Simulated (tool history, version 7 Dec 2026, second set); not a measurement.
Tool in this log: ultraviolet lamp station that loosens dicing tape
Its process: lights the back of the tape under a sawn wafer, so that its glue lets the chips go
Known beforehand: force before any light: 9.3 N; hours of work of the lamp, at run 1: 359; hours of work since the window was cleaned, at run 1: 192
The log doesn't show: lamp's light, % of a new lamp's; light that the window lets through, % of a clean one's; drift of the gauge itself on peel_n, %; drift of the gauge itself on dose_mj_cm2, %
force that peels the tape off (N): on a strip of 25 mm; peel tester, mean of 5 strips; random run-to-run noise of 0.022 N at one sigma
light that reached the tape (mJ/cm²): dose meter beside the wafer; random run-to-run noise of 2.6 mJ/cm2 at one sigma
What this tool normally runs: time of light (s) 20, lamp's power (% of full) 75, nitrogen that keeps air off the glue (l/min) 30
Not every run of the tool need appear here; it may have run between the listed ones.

| run | day | time of light (s) | lamp's power (% of full) | nitrogen that keeps air off the glue (l/min) | hours of work of the lamp | hours of work since the window was cleaned | force that peels the tape off (N) | light that reached the tape (mJ/cm²) |
|---|---|---|---|---|---|---|---|---|
| 1 | 0 | 20 | 75 | 30 | 359 | 192 | 1.363 | 313 |
| 2 | 1.154 | 20 | 75 | 30 | 374 | 207 | 1.34 | 310 |
| 3 | 1.988 | 20 | 75 | 30 | 385 | 218 | 1.38 | 306 |
| 4 | 3.417 | 20 | 75 | 30 | 404 | 237 | 1.372 | 305 |
| 5 | 5.108 | 20 | 75 | 30 | 427 | 260 | 1.44 | 304 |
| 6 | 6.171 | 20 | 75 | 30 | 441 | 274 | 1.371 | 301 |
| 7 | 7.238 | 20 | 75 | 30 | 455 | 288 | 1.414 | 296 |
| 8 | 8.479 | 20 | 75 | 30 | 472 | 305 | 1.438 | 298 |
| 9 | 9.404 | 20 | 75 | 30 | 484 | 317 | 1.448 | 301 |
| 10 | 10.983 | 20 | 75 | 30 | 505 | 338 | 1.442 | 298 |
| 11 | 12.496 | 20 | 75 | 30 | 525 | 358 | 1.499 | 288 |
| 12 | 13.938 | 20 | 75 | 30 | 544 | 378 | 1.504 | 289 |
| 13 | 15.329 | 20 | 75 | 30 | 563 | 396 | 1.479 | 287 |
| 14 | 16.279 | 20 | 75 | 30 | 576 | 409 | 1.558 | 294 |
| 15 | 17.379 | 20 | 75 | 30 | 590 | 423 | 1.581 | 284 |
| 16 | 18.546 | 15 | 78 | 31 | 606 | 439 | 2.239 | 223 |
| 17 | 20.054 | 28 | 75 | 14 | 626 | 459 | 1.353 | 397 |
| 18 | 20.929 | 28 | 75 | 14 | 638 | 471 | 1.315 | 397 |
| 19 | 22.054 | 12 | 90 | 30 | 653 | 486 | 2.645 | 204 |
| 20 | 22.854 | 12 | 90 | 30 | 663 | 496 | 2.556 | 203 |
|  | 23.258 | window cleaned of glue's vapour |
| 21 | 24.012 | 16 | 75 | 30 | 678 | 10 | 2.013 | 242 |
| 22 | 25.346 | 16 | 83 | 27 | 696 | 28 | 1.845 | 274 |
| 23 | 26.2 | 16 | 83 | 27 | 707 | 39 | 1.844 | 268 |
| 24 | 27.704 | 20 | 94 | 11 | 728 | 59 | 1.695 | 376 |
| 25 | 29.383 | 34 | 97 | 30 | 750 | 82 | 0.21 | 660 |
| 26 | 30.467 | 34 | 97 | 30 | 764 | 96 | 0.208 | 654 |
| 27 | 32.004 | 34 | 97 | 30 | 785 | 117 | 0.208 | 643 |
| 28 | 33.329 | 34 | 97 | 30 | 803 | 134 | 0.222 | 643 |
| 29 | 34.95 | 20 | 94 | 35 | 824 | 156 | 0.892 | 366 |

Entry by entry between the runs, the difference in hidden state between the last listed run before and the first listed run after:
In the gap between runs 20 and 21: window cleaned of glue's vapour (day 23.258)
  lamp's light, % of a new lamp's: 88.4 -> 88.1; light that the window lets through, % of a clean one's: 90.5 -> 99.8
  what was measured, less what the result would be without the hidden state, force that peels the tape off (N): +0.682 -> +0.374; light that reached the tape (mJ/cm²): -51 -> -33
